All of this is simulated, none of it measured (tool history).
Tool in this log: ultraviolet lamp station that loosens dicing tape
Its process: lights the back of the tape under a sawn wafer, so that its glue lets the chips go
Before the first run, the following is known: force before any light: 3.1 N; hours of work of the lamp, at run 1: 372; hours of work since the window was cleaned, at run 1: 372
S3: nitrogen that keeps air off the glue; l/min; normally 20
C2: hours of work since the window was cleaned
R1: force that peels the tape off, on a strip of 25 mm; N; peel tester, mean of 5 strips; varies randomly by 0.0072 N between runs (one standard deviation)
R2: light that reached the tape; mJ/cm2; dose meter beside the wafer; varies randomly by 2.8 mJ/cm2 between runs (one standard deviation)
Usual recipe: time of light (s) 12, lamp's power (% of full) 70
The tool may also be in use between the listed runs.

{"run": 1, "day": 0.0, "time of light (s)": 12, "lamp's power (% of full)": 70, "S3": 20, "hours of work of the lamp": 372, "C2": 372, "R1": 0.349, "R2": 288}
{"run": 2, "day": 1.858, "time of light (s)": 12, "lamp's power (% of full)": 70, "S3": 20, "hours of work of the lamp": 398, "C2": 398, "R1": 0.366, "R2": 280}
{"run": 3, "day": 2.812, "time of light (s)": 12, "lamp's power (% of full)": 70, "S3": 20, "hours of work of the lamp": 411, "C2": 411, "R1": 0.358, "R2": 278}
{"run": 4, "day": 3.762, "time of light (s)": 12, "lamp's power (% of full)": 70, "S3": 20, "hours of work of the lamp": 424, "C2": 424, "R1": 0.361, "R2": 268}
{"run": 5, "day": 5.292, "time of light (s)": 12, "lamp's power (% of full)": 70, "S3": 20, "hours of work of the lamp": 446, "C2": 446, "R1": 0.358, "R2": 269}
{"run": 6, "day": 7.075, "time of light (s)": 12, "lamp's power (% of full)": 70, "S3": 35, "hours of work of the lamp": 471, "C2": 471, "R1": 0.329, "R2": 264}
{"run": 7, "day": 8.604, "time of light (s)": 12, "lamp's power (% of full)": 70, "S3": 20, "hours of work of the lamp": 492, "C2": 492, "R1": 0.382, "R2": 255}
{"run": 8, "day": 9.629, "time of light (s)": 12, "lamp's power (% of full)": 70, "S3": 20, "hours of work of the lamp": 506, "C2": 506, "R1": 0.401, "R2": 254}

Run 9 has not been measured yet. What should we expect?
{"run": 9, "day": 11.442, "time of light (s)": 12, "lamp's power (% of full)": 70, "S3": 20, "hours of work of the lamp": 532, "C2": 532, "R1": "?", "R2": "?"}

{"run 9": {"R1": 0.427, "R2": 244}}
Take away the tool's hidden state, keep the run-to-run variation as it was, and the same run would have given R1 0.272 N, R2 381 mJ/cm2.
